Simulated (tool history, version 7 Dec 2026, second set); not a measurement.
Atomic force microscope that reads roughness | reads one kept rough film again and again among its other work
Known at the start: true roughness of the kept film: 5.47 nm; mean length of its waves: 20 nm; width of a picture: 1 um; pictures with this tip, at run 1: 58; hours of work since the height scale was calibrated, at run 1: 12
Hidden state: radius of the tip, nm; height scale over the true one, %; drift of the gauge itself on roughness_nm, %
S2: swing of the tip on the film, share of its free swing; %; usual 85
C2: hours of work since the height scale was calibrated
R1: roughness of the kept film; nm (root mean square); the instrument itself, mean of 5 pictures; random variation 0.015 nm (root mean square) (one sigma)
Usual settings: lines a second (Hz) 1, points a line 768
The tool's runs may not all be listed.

run 1 hour=0 | lines_a_second_(Hz)=1 S2=85 points_a_line=768 | pictures_with_this_tip=58 C2=12 | R1=3.169
run 2 hour=9.6 | lines_a_second_(Hz)=0.76 S2=85 points_a_line=768 | pictures_with_this_tip=74 C2=19 | R1=3.198
run 3 hour=18.3 | lines_a_second_(Hz)=0.83 S2=85 points_a_line=768 | pictures_with_this_tip=88 C2=25 | R1=3.09
run 4 hour=24.9 | lines_a_second_(Hz)=0.83 S2=85 points_a_line=768 | pictures_with_this_tip=98 C2=30 | R1=3.056
run 5 hour=32.3 | lines_a_second_(Hz)=1 S2=85 points_a_line=768 | pictures_with_this_tip=110 C2=36 | R1=2.949
run 6 hour=44.6 | lines_a_second_(Hz)=1 S2=85 points_a_line=768 | pictures_with_this_tip=129 C2=45 | R1=2.883
run 7 hour=59.1 | lines_a_second_(Hz)=1 S2=61 points_a_line=768 | pictures_with_this_tip=153 C2=56 | R1=2.978
run 8 hour=71.7 | lines_a_second_(Hz)=1 S2=61 points_a_line=768 | pictures_with_this_tip=173 C2=65 | R1=2.924
-- hour=77.4 new tip fitted
run 9 hour=82.4 | lines_a_second_(Hz)=1 S2=61 points_a_line=768 | pictures_with_this_tip=8 C2=73 | R1=3.773
run 10 hour=90.2 | lines_a_second_(Hz)=1 S2=61 points_a_line=768 | pictures_with_this_tip=20 C2=79 | R1=3.682
run 11 hour=104.2 | lines_a_second_(Hz)=1 S2=61 points_a_line=768 | pictures_with_this_tip=43 C2=89 | R1=3.566
run 12 hour=117.3 | lines_a_second_(Hz)=1 S2=61 points_a_line=768 | pictures_with_this_tip=63 C2=99 | R1=3.482
run 13 hour=129.3 | lines_a_second_(Hz)=1 S2=71 points_a_line=768 | pictures_with_this_tip=83 C2=108 | R1=3.285
run 14 hour=144.1 | lines_a_second_(Hz)=1 S2=85 points_a_line=768 | pictures_with_this_tip=106 C2=119 | R1=2.995
run 15 hour=150.4 | lines_a_second_(Hz)=1 S2=85 points_a_line=768 | pictures_with_this_tip=116 C2=124 | R1=2.955
run 16 hour=158.5 | lines_a_second_(Hz)=1 S2=85 points_a_line=768 | pictures_with_this_tip=129 C2=130 | R1=2.901
run 17 hour=167.3 | lines_a_second_(Hz)=1 S2=85 points_a_line=768 | pictures_with_this_tip=143 C2=137 | R1=2.872
run 18 hour=173.4 | lines_a_second_(Hz)=1 S2=85 points_a_line=280 | pictures_with_this_tip=153 C2=141 | R1=2.737
run 19 hour=181.8 | lines_a_second_(Hz)=1 S2=85 points_a_line=280 | pictures_with_this_tip=166 C2=147 | R1=2.693
-- hour=191.4 new tip fitted
run 20 hour=195.7 | lines_a_second_(Hz)=2.34 S2=85 points_a_line=768 | pictures_with_this_tip=7 C2=157 | R1=3.052
run 21 hour=209.8 | lines_a_second_(Hz)=2.34 S2=85 points_a_line=768 | pictures_with_this_tip=29 C2=168 | R1=2.954
run 22 hour=222.2 | lines_a_second_(Hz)=2.34 S2=85 points_a_line=540 | pictures_with_this_tip=49 C2=177 | R1=2.844
run 23 hour=231.4 | lines_a_second_(Hz)=2.34 S2=85 points_a_line=540 | pictures_with_this_tip=63 C2=184 | R1=2.782
run 24 hour=237.6 | lines_a_second_(Hz)=1 S2=86 points_a_line=768 | pictures_with_this_tip=73 C2=189 | R1=3.111
run 25 hour=246.4 | lines_a_second_(Hz)=1 S2=86 points_a_line=292 | pictures_with_this_tip=87 C2=195 | R1=2.98
run 26 hour=256.4 | lines_a_second_(Hz)=1 S2=77 points_a_line=768 | pictures_with_this_tip=103 C2=203 | R1=3.111
run 27 hour=269.1 | lines_a_second_(Hz)=1 S2=77 points_a_line=768 | pictures_with_this_tip=123 C2=212 | R1=3.001
run 28 hour=283.1 | lines_a_second_(Hz)=3.14 S2=85 points_a_line=364 | pictures_with_this_tip=146 C2=223 | R1=2.292
run 29 hour=295.4 | lines_a_second_(Hz)=3.14 S2=84 points_a_line=872 | pictures_with_this_tip=165 C2=232 | R1=2.305
run 30 hour=303.8 | lines_a_second_(Hz)=3.04 S2=85 points_a_line=497 | pictures_with_this_tip=179 C2=238 | R1=2.248
-- hour=305.3 new tip fitted
run 31 hour=314.4 | lines_a_second_(Hz)=2.13 S2=85 points_a_line=406 | pictures_with_this_tip=15 C2=246 | R1=3.103
run 32 hour=323.3 | lines_a_second_(Hz)=2.13 S2=85 points_a_line=406 | pictures_with_this_tip=29 C2=253 | R1=2.982
run 33 hour=335.5 | lines_a_second_(Hz)=2.97 S2=85 points_a_line=406 | pictures_with_this_tip=48 C2=262 | R1=2.693
run 34 hour=348.2 | lines_a_second_(Hz)=2.97 S2=85 points_a_line=406 | pictures_with_this_tip=69 C2=271 | R1=2.603
run 35 hour=356.4 | lines_a_second_(Hz)=0.7 S2=60 points_a_line=587 | pictures_with_this_tip=82 C2=277 | R1=3.355
run 36 hour=364.6 | lines_a_second_(Hz)=0.59 S2=67 points_a_line=393 | pictures_with_this_tip=95 C2=283 | R1=3.274
run 37 hour=378.3 | lines_a_second_(Hz)=1.52 S2=85 points_a_line=327 | pictures_with_this_tip=117 C2=294 | R1=2.753
run 38 hour=387 | lines_a_second_(Hz)=1.33 S2=72 points_a_line=680 | pictures_with_this_tip=130 C2=300 | R1=3.027
run 39 hour=399.7 | lines_a_second_(Hz)=1.33 S2=72 points_a_line=680 | pictures_with_this_tip=151 C2=310 | R1=2.905
run 40 hour=413.4 | lines_a_second_(Hz)=1.33 S2=72 points_a_line=680 | pictures_with_this_tip=173 C2=320 | R1=2.868
-- hour=419.2 new tip fitted
run 41 hour=426.9 | lines_a_second_(Hz)=1.28 S2=72 points_a_line=635 | pictures_with_this_tip=12 C2=330 | R1=3.6
run 42 hour=440.1 | lines_a_second_(Hz)=1.28 S2=72 points_a_line=284 | pictures_with_this_tip=33 C2=340 | R1=3.367
run 43 hour=452 | lines_a_second_(Hz)=1.28 S2=72 points_a_line=284 | pictures_with_this_tip=52 C2=349 | R1=3.244
run 44 hour=465.7 | lines_a_second_(Hz)=2.67 S2=65 points_a_line=526 | pictures_with_this_tip=74 C2=359 | R1=3.13
run 45 hour=474.6 | lines_a_second_(Hz)=2.67 S2=65 points_a_line=526 | pictures_with_this_tip=88 C2=365 | R1=3.091
run 46 hour=485.5 | lines_a_second_(Hz)=1.78 S2=85 points_a_line=768 | pictures_with_this_tip=106 C2=374 | R1=2.776
run 47 hour=495.1 | lines_a_second_(Hz)=1.78 S2=85 points_a_line=768 | pictures_with_this_tip=121 C2=381 | R1=2.737

The same runs without the tool's hidden state, with the same run-to-run variation:
run=1 R1=3.535
run=2 R1=3.649
run=3 R1=3.604
run=4 R1=3.618
run=5 R1=3.549
run=6 R1=3.565
run=7 R1=3.797
run=8 R1=3.831
run=9 R1=3.858
run=10 R1=3.832
run=11 R1=3.842
run=12 R1=3.869
run=13 R1=3.764
run=14 R1=3.543
run=15 R1=3.546
run=16 R1=3.547
run=17 R1=3.577
run=18 R1=3.457
run=19 R1=3.462
run=20 R1=3.138
run=21 R1=3.141
run=22 R1=3.12
run=23 R1=3.116
run=24 R1=3.539
run=25 R1=3.459
run=26 R1=3.688
run=27 R1=3.654
run=28 R1=2.875
run=29 R1=2.968
run=30 R1=2.945
run=31 R1=3.201
run=32 R1=3.146
run=33 R1=2.926
run=34 R1=2.918
run=35 R1=3.836
run=36 R1=3.813
run=37 R1=3.308
run=38 R1=3.702
run=39 R1=3.655
run=40 R1=3.7
run=41 R1=3.711
run=42 R1=3.597
run=43 R1=3.569
run=44 R1=3.551
run=45 R1=3.582
run=46 R1=3.301
run=47 R1=3.314
